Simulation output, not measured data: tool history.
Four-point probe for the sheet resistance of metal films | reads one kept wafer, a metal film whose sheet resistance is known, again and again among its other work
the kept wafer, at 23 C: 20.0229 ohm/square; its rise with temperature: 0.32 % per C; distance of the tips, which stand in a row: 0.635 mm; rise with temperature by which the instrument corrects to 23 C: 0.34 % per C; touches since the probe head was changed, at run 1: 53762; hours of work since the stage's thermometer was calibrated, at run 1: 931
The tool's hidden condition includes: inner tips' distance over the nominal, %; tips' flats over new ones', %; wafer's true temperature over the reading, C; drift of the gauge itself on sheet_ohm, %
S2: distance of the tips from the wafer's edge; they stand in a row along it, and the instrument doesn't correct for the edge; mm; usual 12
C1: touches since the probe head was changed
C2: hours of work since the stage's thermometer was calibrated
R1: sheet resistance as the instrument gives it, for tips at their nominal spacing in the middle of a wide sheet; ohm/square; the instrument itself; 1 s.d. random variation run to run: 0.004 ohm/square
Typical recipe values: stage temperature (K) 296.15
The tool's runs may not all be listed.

{"run": 1, "day": 0.0, "stage temperature (K)": 296.15, "S2": 12, "C1": 53762, "C2": 931, "R1": 20.161872}
{"run": 2, "day": 1.362, "stage temperature (K)": 296.15, "S2": 12, "C1": 56015, "C2": 957, "R1": 20.160707}
{"run": 3, "day": 1.979, "stage temperature (K)": 296.15, "S2": 12, "C1": 57036, "C2": 969, "R1": 20.162188}
{"run": 4, "day": 3.175, "stage temperature (K)": 296.15, "S2": 25, "C1": 59015, "C2": 991, "R1": 20.141121}
{"run": 5, "day": 3.804, "stage temperature (K)": 294.15, "S2": 12, "C1": 60050, "C2": 1003, "R1": 20.175869}
{"run": 6, "day": 4.492, "stage temperature (K)": 296.15, "S2": 12, "C1": 61186, "C2": 1016, "R1": 20.17746}
{"run": 7, "day": 5.754, "stage temperature (K)": 296.15, "S2": 12, "C1": 63277, "C2": 1040, "R1": 20.183425}
{"run": 8, "day": 6.942, "stage temperature (K)": 296.15, "S2": 8, "C1": 65240, "C2": 1063, "R1": 20.228602}
{"run": 9, "day": 7.992, "stage temperature (K)": 296.15, "S2": 8, "C1": 66974, "C2": 1083, "R1": 20.227747}
{"run": 10, "day": 8.621, "stage temperature (K)": 296.15, "S2": 53, "C1": 68019, "C2": 1095, "R1": 20.169893}
{"run": 11, "day": 9.554, "stage temperature (K)": 296.15, "S2": 4, "C1": 69556, "C2": 1112, "R1": 20.434416}
{"run": 12, "day": 10.629, "stage temperature (K)": 296.15, "S2": 12, "C1": 71339, "C2": 1133, "R1": 20.197071}
{"run": 13, "day": 12.025, "stage temperature (K)": 296.15, "S2": 12, "C1": 73642, "C2": 1159, "R1": 20.202914}
{"run": 14, "day": 12.833, "stage temperature (K)": 304.15, "S2": 12, "C1": 74983, "C2": 1174, "R1": 20.186473}
{"run": 15, "day": 13.542, "stage temperature (K)": 304.15, "S2": 12, "C1": 76153, "C2": 1188, "R1": 20.191823}
{"run": 16, "day": 14.879, "stage temperature (K)": 304.15, "S2": 12, "C1": 78366, "C2": 1213, "R1": 20.19506}
{"run": 17, "day": 16.112, "stage temperature (K)": 296.15, "S2": 12, "C1": 80401, "C2": 1237, "R1": 20.226049}
{"run": 18, "day": 17.05, "stage temperature (K)": 296.15, "S2": 58, "C1": 81949, "C2": 1254, "R1": 20.196369}
{"run": 19, "day": 18.271, "stage temperature (K)": 296.15, "S2": 12, "C1": 83972, "C2": 1278, "R1": 20.226728}
{"run": 20, "day": 19.692, "stage temperature (K)": 296.15, "S2": 12, "C1": 86321, "C2": 1305, "R1": 20.235616}
{"run": 21, "day": 20.396, "stage temperature (K)": 296.15, "S2": 12, "C1": 87488, "C2": 1318, "R1": 20.235112}
{"run": 22, "day": 21.488, "stage temperature (K)": 296.15, "S2": 7, "C1": 89292, "C2": 1339, "R1": 20.303271}
{"run": 23, "day": 22.133, "stage temperature (K)": 305.15, "S2": 34, "C1": 90354, "C2": 1351, "R1": 20.187337}
{"run": 24, "day": 23.458, "stage temperature (K)": 296.15, "S2": 8, "C1": 92548, "C2": 1376, "R1": 20.298255}
{"run": 25, "day": 24.779, "stage temperature (K)": 296.15, "S2": 8, "C1": 94734, "C2": 1401, "R1": 20.29992}
{"run": 26, "day": 26.179, "stage temperature (K)": 299.15, "S2": 4, "C1": 97050, "C2": 1428, "R1": 20.489837}
{"run": 27, "day": 27.646, "stage temperature (K)": 296.15, "S2": 5, "C1": 99472, "C2": 1455, "R1": 20.419613}
{"run": 28, "day": 28.638, "stage temperature (K)": 300.15, "S2": 4, "C1": 101110, "C2": 1474, "R1": 20.503921}
{"run": 29, "day": 29.521, "stage temperature (K)": 296.15, "S2": 12, "C1": 102573, "C2": 1491, "R1": 20.277444}
{"run": 30, "day": 30.629, "stage temperature (K)": 296.15, "S2": 12, "C1": 104406, "C2": 1512, "R1": 20.278834}
{"run": 31, "day": 31.821, "stage temperature (K)": 296.15, "S2": 5, "C1": 106373, "C2": 1534, "R1": 20.433336}
{"run": 32, "day": 32.475, "stage temperature (K)": 308.15, "S2": 5, "C1": 107456, "C2": 1547, "R1": 20.395911}
{"run": 33, "day": 33.821, "stage temperature (K)": 308.15, "S2": 5, "C1": 109680, "C2": 1572, "R1": 20.398273}
{"run": 34, "day": 35.146, "stage temperature (K)": 291.15, "S2": 8, "C1": 111869, "C2": 1598, "R1": 20.360384}
{"run": 35, "day": 36.312, "stage temperature (K)": 293.15, "S2": 49, "C1": 113803, "C2": 1620, "R1": 20.288505}
{"run": 36, "day": 37.092, "stage temperature (K)": 301.15, "S2": 4, "C1": 115091, "C2": 1634, "R1": 20.53192}
{"run": 37, "day": 37.779, "stage temperature (K)": 295.15, "S2": 45, "C1": 116228, "C2": 1648, "R1": 20.294467}
{"run": 38, "day": 38.712, "stage temperature (K)": 296.15, "S2": 68, "C1": 117771, "C2": 1665, "R1": 20.285802}
{"run": 39, "day": 39.742, "stage temperature (K)": 299.15, "S2": 3, "C1": 119473, "C2": 1685, "R1": 20.755477}
{"run": 40, "day": 40.883, "stage temperature (K)": 299.15, "S2": 3, "C1": 121360, "C2": 1706, "R1": 20.755615}
{"run": 41, "day": 41.65, "stage temperature (K)": 299.15, "S2": 3, "C1": 122627, "C2": 1721, "R1": 20.770429}
{"run": 42, "day": 42.562, "stage temperature (K)": 294.15, "S2": 4, "C1": 124136, "C2": 1738, "R1": 20.583643}
{"run": 43, "day": 43.567, "stage temperature (K)": 294.15, "S2": 4, "C1": 125797, "C2": 1757, "R1": 20.583625}
{"run": 44, "day": 44.646, "stage temperature (K)": 301.15, "S2": 11, "C1": 127581, "C2": 1778, "R1": 20.327827}

Here are 4 independent what-if runs from the current tool condition. What would each one return?
{"run": "A", "day": 45.421, "stage temperature (K)": 291.15, "S2": 26, "C1": 128862, "C2": 1792, "R1": "?"}
{"run": "B", "day": 45.421, "stage temperature (K)": 292.15, "S2": 74, "C1": 128862, "C2": 1792, "R1": "?"}
{"run": "C", "day": 45.421, "stage temperature (K)": 299.15, "S2": 59, "C1": 128862, "C2": 1792, "R1": "?"}
{"run": "D", "day": 45.421, "stage temperature (K)": 293.15, "S2": 32, "C1": 128862, "C2": 1792, "R1": "?"}

run=A R1=20.329726
run=B R1=20.324213
run=C R1=20.300579
run=D R1=20.320141
Stripped of hidden state, with their random variation kept, the same runs would have yielded:
run=A R1=20.039235
run=B R1=20.033897
run=C R1=20.011295
run=D R1=20.029988
